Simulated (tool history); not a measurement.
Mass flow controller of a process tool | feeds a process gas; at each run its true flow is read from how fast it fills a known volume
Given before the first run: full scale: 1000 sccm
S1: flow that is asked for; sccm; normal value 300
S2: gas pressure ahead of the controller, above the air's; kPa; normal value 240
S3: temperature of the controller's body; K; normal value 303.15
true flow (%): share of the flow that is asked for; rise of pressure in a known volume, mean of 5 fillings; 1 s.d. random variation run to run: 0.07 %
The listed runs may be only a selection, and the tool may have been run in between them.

Run 1, hour 0: usual settings. Result: true flow (%) 101.14.
Run 2, hour 261.8: usual settings. Result: true flow (%) 100.95.
Run 3, hour 450.6: usual settings. Result: true flow (%) 100.91.
Run 4, hour 577.2: usual settings. Result: true flow (%) 100.92.
Run 5, hour 836.7: usual settings. Result: true flow (%) 100.88.
Run 6, hour 963.1: usual settings but S2 181 kPa. Result: true flow (%) 100.55.
Run 7, hour 1142.4: usual settings but S2 181 kPa. Result: true flow (%) 100.43.
Run 8, hour 1357.6: usual settings. Result: true flow (%) 100.71.
At hour 1379.3: controller's zero set anew.
Run 9, hour 1549.3: usual settings. Result: true flow (%) 99.9.
Run 10, hour 1709.6: usual settings but S1 621 sccm. Result: true flow (%) 101.38.
At hour 1820.1: controller's zero set anew, once more.
Run 11, hour 1937.5: usual settings but S1 621 sccm. Result: true flow (%) 102.33.
Run 12, hour 2077.6: usual settings but S1 110 sccm, S3 304.15 K. Result: true flow (%) 101.1.
Run 13, hour 2300.4: usual settings but S1 233 sccm, S2 200 kPa. Result: true flow (%) 101.23.
Run 14, hour 2540.5: usual settings but S1 233 sccm, S2 200 kPa. Result: true flow (%) 101.26.
Run 15, hour 2798.6: usual settings but S2 169 kPa, S3 295.15 K. Result: true flow (%) 101.49.
Run 16, hour 2916: usual settings but S2 169 kPa, S3 295.15 K. Result: true flow (%) 101.58.
Run 17, hour 3172.5: usual settings but S1 179 sccm, S2 187 kPa, S3 312.15 K. Result: true flow (%) 100.07.
Run 18, hour 3330.6: usual settings but S3 297.15 K. Result: true flow (%) 101.76.
Run 19, hour 3558.7: usual settings but S3 294.15 K. Result: true flow (%) 101.75.
Run 20, hour 3679.4: usual settings but S1 648 sccm, S2 215 kPa, S3 294.15 K. Result: true flow (%) 102.5.
Run 21, hour 3800.7: usual settings but S3 311.15 K. Result: true flow (%) 100.88.

Here are 5 independent what-if runs from the current tool condition. What would each one return?
Run A, hour 4044.8: usual settings but S1 113 sccm, S2 208 kPa, S3 310.15 K. Result: true flow (%) ?.
Run B, hour 4044.8: usual settings but S2 170 kPa, S3 311.15 K. Result: true flow (%) ?.
Run C, hour 4044.8: usual settings but S1 745 sccm, S2 227 kPa, S3 298.15 K. Result: true flow (%) ?.
Run D, hour 4044.8: usual settings but S1 169 sccm, S2 225 kPa, S3 307.15 K. Result: true flow (%) ?.
Run E, hour 4044.8: usual settings but S1 218 sccm. Result: true flow (%) ?.

run  true flow (%)
  A          98.37
  B         100.49
  C          102.7
  D          99.66
  E         100.64
Take away the tool's hidden state, keep each run's random variation, and the runs would have read:
run  true flow (%)
  A          98.62
  B          98.58
  C         100.01
  D          98.77
  E          99.22

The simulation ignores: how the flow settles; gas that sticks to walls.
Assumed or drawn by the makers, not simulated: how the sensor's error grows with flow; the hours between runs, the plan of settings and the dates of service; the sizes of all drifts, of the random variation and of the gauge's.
